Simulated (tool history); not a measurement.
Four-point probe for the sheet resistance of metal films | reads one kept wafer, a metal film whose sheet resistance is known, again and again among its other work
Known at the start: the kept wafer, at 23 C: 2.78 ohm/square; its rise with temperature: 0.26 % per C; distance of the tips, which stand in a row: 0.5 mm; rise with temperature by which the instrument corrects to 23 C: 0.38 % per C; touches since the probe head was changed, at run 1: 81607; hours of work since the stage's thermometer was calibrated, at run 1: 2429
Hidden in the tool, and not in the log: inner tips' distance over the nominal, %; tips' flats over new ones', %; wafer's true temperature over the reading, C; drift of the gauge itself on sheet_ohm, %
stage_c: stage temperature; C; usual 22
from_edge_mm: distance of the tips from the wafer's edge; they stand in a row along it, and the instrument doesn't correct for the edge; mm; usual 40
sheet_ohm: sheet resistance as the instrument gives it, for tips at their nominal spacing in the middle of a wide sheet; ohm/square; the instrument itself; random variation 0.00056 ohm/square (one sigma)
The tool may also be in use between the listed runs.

run	hour	stage_c	from_edge_mm	touches since the probe head was changed	hours of work since the stage's thermometer was calibrated	sheet_ohm
1	0	22	40	81607	2429	2.783456
2	51.6	22	40	83181	2461	2.783189
3	90.3	22	40	84363	2486	2.783314
4	126.7	22	72	85474	2509	2.783968
5	159.8	22	40	86483	2530	2.784939
6	217.6	22	14	88248	2567	2.785952
7	280.1	22	14	90157	2607	2.786016
8	311.2	22	14	91106	2626	2.784297
9	373.6	19	6	93011	2666	2.804514

The next listed run, before its measurement:
10	408.9	33	12	94089	2688	?

Run 10 gave sheet_ohm 2.751659 ohm/square.
Without the tool's hidden state the same run would have given sheet_ohm 2.750332 ohm/square.

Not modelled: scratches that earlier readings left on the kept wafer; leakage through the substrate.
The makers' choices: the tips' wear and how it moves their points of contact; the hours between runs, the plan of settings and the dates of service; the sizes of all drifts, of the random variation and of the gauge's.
